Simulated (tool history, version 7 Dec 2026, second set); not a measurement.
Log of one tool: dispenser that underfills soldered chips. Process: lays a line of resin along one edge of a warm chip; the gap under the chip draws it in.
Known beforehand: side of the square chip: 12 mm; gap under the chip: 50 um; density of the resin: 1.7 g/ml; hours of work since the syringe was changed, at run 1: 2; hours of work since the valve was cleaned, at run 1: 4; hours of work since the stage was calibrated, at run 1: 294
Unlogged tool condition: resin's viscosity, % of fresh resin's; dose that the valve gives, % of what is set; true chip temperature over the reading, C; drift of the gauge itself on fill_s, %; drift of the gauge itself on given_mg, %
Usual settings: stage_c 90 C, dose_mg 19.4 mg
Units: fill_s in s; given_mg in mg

| run | day | stage_c | dose_mg | hours of work since the syringe was changed | hours of work since the valve was cleaned | hours of work since the stage was calibrated | fill_s | given_mg |
|---|---|---|---|---|---|---|---|---|
| 1 | 0.000 | 90 | 19.4 | 2 | 4 | 294 | 54.8 | 19.26 |
| 2 | 0.204 | 90 | 19.4 | 5 | 8 | 297 | 68.1 | 19.31 |
| 3 | 0.421 | 90 | 16.7 | 9 | 11 | 301 | 86.8 | 16.63 |
|  | 0.492 | new syringe of resin |
| 4 | 0.671 | 90 | 19.0 | 3 | 16 | 305 | 63.0 | 19.01 |
| 5 | 0.854 | 90 | 19.0 | 6 | 19 | 309 | 72.2 | 19.08 |
|  | 1.079 | new syringe of resin |
| 6 | 1.254 | 90 | 19.0 | 3 | 26 | 315 | 62.7 | 18.73 |
| 7 | 1.496 | 81 | 19.4 | 7 | 30 | 320 | 119.3 | 19.04 |
|  | 1.650 | new syringe of resin |
| 8 | 1.888 | 81 | 19.4 | 4 | 37 | 326 | 102.1 | 19.08 |
| 9 | 2.175 | 87 | 19.7 | 9 | 42 | 331 | 101.6 | 19.38 |
|  | 2.233 | new syringe of resin |
|  | 2.500 | stage's temperature calibrated |
| 10 | 2.667 | 88 | 20.0 | 7 | 49 | 3 | 78.8 | 19.52 |
|  | 2.850 | new syringe of resin |
| 11 | 3.067 | 91 | 24.1 | 4 | 56 | 10 | 58.7 | 23.56 |
|  | 3.433 | new syringe of resin |
| 12 | 3.433 | 80 | 20.7 | 0 | 63 | 16 | 80.0 | 20.14 |
|  | 3.829 | dispensing valve cleaned and set on the balance |
| 13 | 3.917 | 84 | 22.4 | 8 | 2 | 24 | 98.5 | 22.27 |

Predict each of these 4 candidate next runs independently; none follows another, all start after run 13:
|  | 4.050 | new syringe of resin |
| A | 4.342 | 88 | 20.8 | 5 | 9 | 31 | ? | ? |
|  | 4.050 | new syringe of resin |
| B | 4.342 | 84 | 18.5 | 5 | 9 | 31 | ? | ? |
|  | 4.050 | new syringe of resin |
| C | 4.342 | 85 | 22.4 | 5 | 9 | 31 | ? | ? |
|  | 4.050 | new syringe of resin |
| D | 4.342 | 86 | 22.4 | 5 | 9 | 31 | ? | ? |

| run | fill_s | given_mg |
|---|---|---|
| A | 70.7 | 20.63 |
| B | 88.8 | 18.39 |
| C | 80.8 | 22.28 |
| D | 77.3 | 22.13 |
Stripped of hidden state, with their random variation kept, the same runs would have yielded:
| run | fill_s | given_mg |
|---|---|---|
| A | 53.0 | 20.73 |
| B | 66.6 | 18.47 |
| C | 60.7 | 22.39 |
| D | 57.9 | 22.24 |
